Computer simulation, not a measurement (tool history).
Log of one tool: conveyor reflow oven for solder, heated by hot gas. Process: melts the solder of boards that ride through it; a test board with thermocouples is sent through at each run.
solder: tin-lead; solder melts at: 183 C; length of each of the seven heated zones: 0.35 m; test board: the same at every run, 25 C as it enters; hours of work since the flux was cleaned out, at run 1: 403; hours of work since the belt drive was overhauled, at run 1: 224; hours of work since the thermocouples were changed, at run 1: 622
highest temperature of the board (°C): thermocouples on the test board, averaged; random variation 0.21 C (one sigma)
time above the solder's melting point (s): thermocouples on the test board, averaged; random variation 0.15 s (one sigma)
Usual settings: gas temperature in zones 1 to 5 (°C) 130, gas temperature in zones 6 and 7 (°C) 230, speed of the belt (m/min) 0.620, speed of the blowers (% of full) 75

run	day	gas temperature in zones 1 to 5 (°C)	gas temperature in zones 6 and 7 (°C)	speed of the belt (m/min)	speed of the blowers (% of full)	hours of work since the flux was cleaned out	hours of work since the belt drive was overhauled	hours of work since the thermocouples were changed	highest temperature of the board (°C)	time above the solder's melting point (s)
1	0.000	130	230	0.620	75	403	224	622	211.2	44.0
2	0.179	130	230	0.620	75	407	227	626	211.3	43.9
3	0.404	130	230	0.620	75	411	231	630	211.4	43.9
4	0.758	130	230	0.620	67	417	238	636	209.5	41.8
5	0.942	130	230	0.620	67	420	241	639	209.3	41.9
# day 1.329: flux residue cleaned out of gas plates and filters
6	1.329	129	230	0.620	75	0	244	643	210.5	42.7
7	1.558	129	230	0.620	75	4	248	647	210.4	42.9
8	1.912	129	230	0.620	75	11	255	653	210.3	42.4
9	2.200	132	230	0.620	75	16	260	658	211.0	44.1
10	2.579	130	230	0.620	75	22	267	665	210.7	43.3
11	2.946	130	230	0.563	75	29	273	672	213.6	51.0
# day 3.446: flux residue cleaned out of gas plates and filters, once more
12	3.467	130	230	0.563	75	0	279	677	216.0	53.4
13	3.762	130	230	0.563	75	6	284	683	216.2	53.9
14	4.075	130	230	0.563	75	11	290	688	215.9	53.7
15	4.446	130	230	0.563	75	18	297	695	215.6	53.6
16	4.604	130	230	0.563	75	21	299	698	215.8	53.6
17	4.867	130	230	0.563	75	26	304	703	215.9	53.7
18	5.179	141	239	0.563	65	31	310	708	223.5	61.6
19	5.371	133	239	0.715	65	35	313	712	213.5	39.5
20	5.546	145	230	0.731	75	38	316	715	210.5	40.0
21	5.846	130	230	0.620	65	43	322	720	210.4	43.2
22	6.071	130	230	0.620	65	47	326	724	210.8	43.4
23	6.358	130	230	0.620	65	53	331	730	210.5	43.1
24	6.688	130	230	0.620	65	58	337	735	210.3	43.3
25	6.925	130	230	0.631	61	63	341	740	208.8	40.8
26	7.221	130	234	0.673	75	68	347	745	213.5	41.8
27	7.583	140	220	0.620	75	75	353	752	205.8	43.2
28	7.862	129	227	0.620	75	80	358	757	210.0	42.9
29	8.179	129	227	0.648	72	85	364	762	208.5	38.7
30	8.371	129	227	0.648	72	89	367	766	207.5	39.0
31	8.542	130	242	0.620	63	92	370	769	220.1	50.2

3 ways to go on from here, each from the tool as it stands after run 31. What would each give?
A	8.833	136	242	0.600	63	97	376	774	?	?
B	8.833	116	242	0.620	63	97	376	774	?	?
C	8.833	129	242	0.620	63	97	376	774	?	?

run	highest temperature of the board (°C)	time above the solder's melting point (s)
A	222.2	55.1
B	217.1	44.8
C	219.7	49.8
Without the tool's hidden state the same runs would have given:
run	highest temperature of the board (°C)	time above the solder's melting point (s)
A	223.5	55.6
B	218.5	45.6
C	221.1	50.4
